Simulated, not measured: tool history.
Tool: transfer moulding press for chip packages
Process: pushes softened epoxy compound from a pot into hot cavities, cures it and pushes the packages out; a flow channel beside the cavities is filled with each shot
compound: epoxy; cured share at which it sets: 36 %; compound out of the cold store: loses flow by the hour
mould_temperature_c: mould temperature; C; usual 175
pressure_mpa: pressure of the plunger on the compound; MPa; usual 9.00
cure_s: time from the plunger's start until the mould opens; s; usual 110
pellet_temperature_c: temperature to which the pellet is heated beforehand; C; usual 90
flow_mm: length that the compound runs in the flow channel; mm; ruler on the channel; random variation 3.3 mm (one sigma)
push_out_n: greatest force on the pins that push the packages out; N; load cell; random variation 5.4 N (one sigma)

run    hour  mould_temperature_c  pressure_mpa  cure_s  pellet_temperature_c  incoming compound's hours out of the cold store  flow_mm  push_out_n
  1     0.0                  175          9.00     110                    90                                             46.3      842         293
       15.6  -- cavities cleaned with cleaning compound and waxed
  2    87.8                  175          9.00     110                    90                                             29.5      907         321
      156.4  -- cavities cleaned with cleaning compound and waxed
  3   160.4                  175          9.00     110                    80                                             26.2      914         206
      179.0  -- cavities cleaned with cleaning compound and waxed, once more
  4   249.3                  175          9.00     110                    80                                             26.5      907         269
      263.5  -- plunger's sealing rings changed
      318.9  -- cavities cleaned with cleaning compound and waxed
  5   339.8                  175          9.00     110                    80                                             35.2      893         209
  6   399.7                  175          9.00     110                    90                                             13.9      987         269
      459.1  -- cavities cleaned with cleaning compound and waxed
  7   459.1                  175          9.00     110                    90                                             27.6      913         203
  8   540.7                  175          7.29     110                    90                                             43.3      760         277
      598.0  -- cavities cleaned with cleaning compound and waxed
  9   621.7                  175          7.29     110                    90                                              8.4      890         229
      634.5  -- mould's thermocouples calibrated
      658.1  -- plunger's sealing rings changed
 10   710.8                  175          7.29     110                    90                                             43.5      777         276
      739.5  -- cavities cleaned with cleaning compound and waxed
 11   782.8                  175          7.29     110                    90                                             39.5      779         235
 12   835.4                  175          7.29     110                    90                                             21.8      843         279
      879.1  -- cavities cleaned with cleaning compound and waxed
 13   910.1                  175          7.29     110                    90                                             40.3      766         233
 14   967.5                  175          9.00      92                    90                                              8.5      996         355
 15  1009.4                  175          9.00      92                    90                                             20.9      926         368
     1015.6  -- cavities cleaned with cleaning compound and waxed
     1047.4  -- plunger's sealing rings changed
 16  1086.7                  173          9.00     110                    90                                             45.7      857         253
     1156.5  -- cavities cleaned with cleaning compound and waxed
 17  1163.7                  172          7.71     110                    86                                             25.9      872         228
 18  1210.2                  169         10.14     120                    86                                             43.7      936         320
 19  1256.8                  175          8.44     110                    90                                             24.8      895         281
     1293.8  -- cavities cleaned with cleaning compound and waxed
 20  1324.6                  174          7.32     110                    90                                              8.9      906         229
 21  1405.4                  175          8.03     141                    81                                             16.2      897         272
     1431.6  -- cavities cleaned with cleaning compound and waxed
     1438.3  -- plunger's sealing rings changed
 22  1468.6                  175          9.00     110                    98                                             38.6      879         223
 23  1541.6                  175          9.00      92                    89                                             24.7      935         364
     1571.2  -- cavities cleaned with cleaning compound and waxed
 24  1610.6                  175          9.00      92                    89                                             40.6      856         295
 25  1688.8                  177          9.00      92                    89                                             15.3      957         348
     1708.7  -- cavities cleaned with cleaning compound and waxed
 26  1728.0                  169          7.24     110                    98                                             19.0      881         316
 27  1782.0                  169          7.24     110                    98                                             20.6      869         366

Forecast each of these 4 alternatives for the next run:
     1825.9  -- plunger's sealing rings changed
  A  1830.0                  169          7.24     110                    98                                             19.9        ?           ?
     1825.9  -- plunger's sealing rings changed
  B  1830.0                  169          7.24     135                    98                                             43.4        ?           ?
     1825.9  -- plunger's sealing rings changed
  C  1830.0                  169          7.77     129                    90                                             12.3        ?           ?
     1825.9  -- plunger's sealing rings changed
  D  1830.0                  181          8.90     110                    98                                             34.6        ?           ?

run  flow_mm  push_out_n
  A      899         416
  B      806         298
  C      978         321
  D      869         260
Without the tool's hidden state the same runs would have given:
run  flow_mm  push_out_n
  A      894         240
  B      801         187
  C      971         192
  D      865         165
